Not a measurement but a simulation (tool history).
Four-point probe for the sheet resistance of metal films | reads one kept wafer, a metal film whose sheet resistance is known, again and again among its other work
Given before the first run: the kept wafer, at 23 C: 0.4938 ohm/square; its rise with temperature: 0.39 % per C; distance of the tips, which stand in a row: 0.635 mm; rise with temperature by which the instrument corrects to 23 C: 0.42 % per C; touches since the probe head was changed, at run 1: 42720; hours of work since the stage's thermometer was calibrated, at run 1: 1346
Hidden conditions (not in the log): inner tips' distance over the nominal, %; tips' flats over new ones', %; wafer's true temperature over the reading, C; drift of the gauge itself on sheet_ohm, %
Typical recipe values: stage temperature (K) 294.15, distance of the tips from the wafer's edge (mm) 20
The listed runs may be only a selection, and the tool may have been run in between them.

run    hour  stage temperature (K)  distance of the tips from the wafer's edge (mm)  touches since the probe head was changed  hours of work since the stage's thermometer was calibrated  sheet resistance as the instrument gives it (ohm/square)
  1       0                 294.15                                               20                                     42720                                                        1346                                                  0.490745
  2    68.8                 294.15                                               20                                     45522                                                        1400                                                  0.490685
  3   121.8                 294.15                                               20                                     47682                                                        1442                                                  0.490949
  4   174.5                 294.15                                               20                                     49831                                                        1483                                                  0.490606
  5   210.3                 294.15                                               20                                     51290                                                        1511                                                  0.490846
  6   268.3                 301.15                                               20                                     53652                                                        1557                                                  0.489734
  7   332.3                 301.15                                               20                                     56258                                                        1607                                                  0.489466
  8   392.6                 301.15                                               20                                     58716                                                        1654                                                  0.489557
  9   438.3                 301.15                                               20                                     60576                                                        1690                                                  0.489291
 10   510.1                 301.15                                               20                                     63502                                                        1747                                                  0.489455
 11   569.7                 301.15                                               20                                     65932                                                        1794                                                   0.48919
 12     627                 294.15                                                9                                     68264                                                        1839                                                  0.491379
 13   663.9                 294.15                                               20                                     69768                                                        1868                                                  0.490408
 14   703.6                 294.15                                               20                                     71385                                                        1899                                                  0.490196
 15   765.3                 294.15                                               20                                     73898                                                        1947                                                  0.490028
 16   810.5                 294.15                                               20                                     75741                                                        1983                                                  0.489929
 17   890.1                 294.15                                                3                                     78983                                                        2045                                                   0.50133
 18   967.3                 294.15                                                3                                     82131                                                        2106                                                  0.501286
 19  1018.7                 294.15                                               20                                     84223                                                        2146                                                   0.48994
 20  1098.7                 300.15                                               20                                     87484                                                        2209                                                  0.488874
 21  1134.8                 300.15                                               20                                     88955                                                        2238                                                  0.488799
 22  1209.8                 300.15                                               36                                     92008                                                        2296                                                  0.488584
 23  1244.6                 299.15                                               28                                     93425                                                        2324                                                  0.488704
 24  1312.6                 296.15                                               21                                     96197                                                        2377                                                  0.489078
 25  1377.7                 300.15                                               21                                     98848                                                        2428                                                  0.488346
 26  1435.2                 295.15                                                6                                    101192                                                        2474                                                  0.491816
 27  1510.3                 294.15                                               31                                    104250                                                        2533                                                  0.489311
 28  1570.9                 298.15                                               45                                    106719                                                        2580                                                  0.488267
 29  1613.9                 298.15                                               45                                    108473                                                        2614                                                  0.488205
       1618  -- stage's thermometer calibrated
 30  1663.4                 298.15                                               37                                    110470                                                          36                                                  0.487715
 31  1737.7                 299.15                                               44                                    113496                                                          94                                                  0.487472
 32  1814.3                 307.15                                               44                                    116618                                                         154                                                  0.486313
     1844.5  -- stage's thermometer calibrated, once more
 33  1890.2                 298.15                                                6                                    119688                                                          36                                                  0.492128
 34  1970.4                 292.15                                               19                                    122958                                                          99                                                  0.490452
 35  2037.4                 292.15                                                3                                    125685                                                         152                                                  0.501467
 36  2113.3                 299.15                                               20                                    128777                                                         211                                                  0.489129
 37  2168.8                 302.15                                               68                                    131040                                                         255                                                  0.488459
 38    2239                 304.15                                                5                                    133900                                                         310                                                  0.492226
 39  2320.8                 304.15                                                5                                    137234                                                         374                                                  0.491998
 40  2368.1                 296.15                                                6                                    139158                                                         411                                                  0.491971
 41  2412.9                 303.15                                               45                                    140985                                                         447                                                   0.48765
 42  2488.7                 303.15                                               45                                    144074                                                         506                                                  0.487952
 43    2551                 303.15                                               45                                    146613                                                         555                                                  0.487801
 44  2630.5                 296.15                                               35                                    149848                                                         617                                                  0.488572

Pick out some run-to-run changes in sheet resistance as the instrument gives it (ohm/square). Of each, how much would a tool without hidden state show as well, from the settings, what came in and chance, and how much is left for the hidden state and any gauge scatter not in both results compared?
Run 16 -> 17: distance of the tips from the wafer's edge (mm) 20 -> 3. sheet resistance as the instrument gives it (ohm/square) +0.011401: hidden state -0.000189, all else +0.01159.
Run 18 -> 19: distance of the tips from the wafer's edge (mm) 3 -> 20. sheet resistance as the instrument gives it (ohm/square) -0.011346: hidden state +0.000043, all else -0.011389.
Run 29 -> 30: distance of the tips from the wafer's edge (mm) 45 -> 37, stage's thermometer calibrated. sheet resistance as the instrument gives it (ohm/square) -0.00049: hidden state -0.00058, all else +0.00009.
Run 32 -> 33: stage temperature (K) 307.15 -> 298.15, distance of the tips from the wafer's edge (mm) 44 -> 6, stage's thermometer calibrated, once more. sheet resistance as the instrument gives it (ohm/square) +0.005815: hidden state +0.001583, all else +0.004232.
Run 35 -> 36: stage temperature (K) 292.15 -> 299.15, distance of the tips from the wafer's edge (mm) 3 -> 20. sheet resistance as the instrument gives it (ohm/square) -0.012338: hidden state +0.000021, all else -0.012359.
